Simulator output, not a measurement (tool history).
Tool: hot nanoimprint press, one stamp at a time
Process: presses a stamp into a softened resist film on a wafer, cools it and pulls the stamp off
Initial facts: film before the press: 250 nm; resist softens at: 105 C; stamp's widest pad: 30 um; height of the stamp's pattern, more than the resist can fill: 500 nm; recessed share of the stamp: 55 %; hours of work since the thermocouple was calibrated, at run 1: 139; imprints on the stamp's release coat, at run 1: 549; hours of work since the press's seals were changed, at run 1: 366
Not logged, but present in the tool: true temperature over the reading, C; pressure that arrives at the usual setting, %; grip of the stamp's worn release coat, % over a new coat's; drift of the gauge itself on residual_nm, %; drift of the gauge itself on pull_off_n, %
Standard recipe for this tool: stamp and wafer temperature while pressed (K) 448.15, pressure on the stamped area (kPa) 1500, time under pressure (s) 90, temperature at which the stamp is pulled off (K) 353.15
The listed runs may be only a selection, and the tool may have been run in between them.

run   hour  stamp and wafer temperature while pressed (K)  pressure on the stamped area (kPa)  time under pressure (s)  temperature at which the stamp is pulled off (K)  hours of work since the thermocouple was calibrated  imprints on the stamp's release coat  hours of work since the press's seals were changed  resist left under the stamp's widest pad (Å)  greatest force while the stamp is pulled off (N)
  1    0.0                                         448.15                                1500                       90                                            353.15                                                  139                                   549                                                 366                                          1302                                               134
  2   32.2                                         448.15                                1500                       90                                            353.15                                                  160                                   693                                                 387                                          1312                                               135
  3   83.7                                         444.15                                1500                       90                                            353.15                                                  194                                   923                                                 421                                          1476                                               134
  4  159.1                                         444.15                                1500                       90                                            353.15                                                  243                                  1258                                                 470                                          1493                                               132
  5  225.3                                         448.15                                1500                       90                                            353.15                                                  287                                  1554                                                 513                                          1316                                               135
     241.2  -- stamp cleaned and given a new release coat
  6  292.9                                         448.15                                1890                       90                                            353.15                                                  327                                   230                                                 554                                          1179                                               135
  7  333.0                                         448.15                                1750                       90                                            353.15                                                  353                                   409                                                 580                                          1217                                               133
  8  404.2                                         448.15                                1750                       90                                            353.15                                                  400                                   726                                                 627                                          1211                                               138
  9  462.6                                         448.15                                1750                       71                                            341.15                                                  438                                   986                                                 665                                          1321                                               164
 10  510.8                                         458.15                                1720                       90                                            354.15                                                  470                                  1201                                                 696                                           912                                               133
 11  556.8                                         458.15                                 970                       90                                            340.15                                                  500                                  1406                                                 727                                          1261                                               165
     564.3  -- plate thermocouple calibrated
 12  598.1                                         448.15                                1110                       90                                            353.15                                                   22                                  1577                                                 752                                          1534                                               135

Forecast each of these 4 alternatives for the next run:
     610.4  -- stamp cleaned and given a new release coat
  A  671.7                                         448.15                                1500                       49                                            349.15                                                   66                                   273                                                 796                                             ?                                                 ?
     610.4  -- stamp cleaned and given a new release coat
  B  671.7                                         448.15                                1110                       72                                            342.15                                                   66                                   273                                                 796                                             ?                                                 ?
     610.4  -- stamp cleaned and given a new release coat
  C  671.7                                         438.15                                1800                       90                                            353.15                                                   66                                   273                                                 796                                             ?                                                 ?
     610.4  -- stamp cleaned and given a new release coat
  D  671.7                                         448.15                                1290                       90                                            353.15                                                   66                                   273                                                 796                                             ?                                                 ?

run  resist left under the stamp's widest pad (Å)  greatest force while the stamp is pulled off (N)
  A                                          1597                                               143
  B                                          1639                                               157
  C                                          1652                                               128
  D                                          1437                                               130
Had the tool no hidden state, the same runs would have come out as:
run  resist left under the stamp's widest pad (Å)  greatest force while the stamp is pulled off (N)
  A                                          1573                                               143
  B                                          1614                                               157
  C                                          1627                                               128
  D                                          1415                                               130

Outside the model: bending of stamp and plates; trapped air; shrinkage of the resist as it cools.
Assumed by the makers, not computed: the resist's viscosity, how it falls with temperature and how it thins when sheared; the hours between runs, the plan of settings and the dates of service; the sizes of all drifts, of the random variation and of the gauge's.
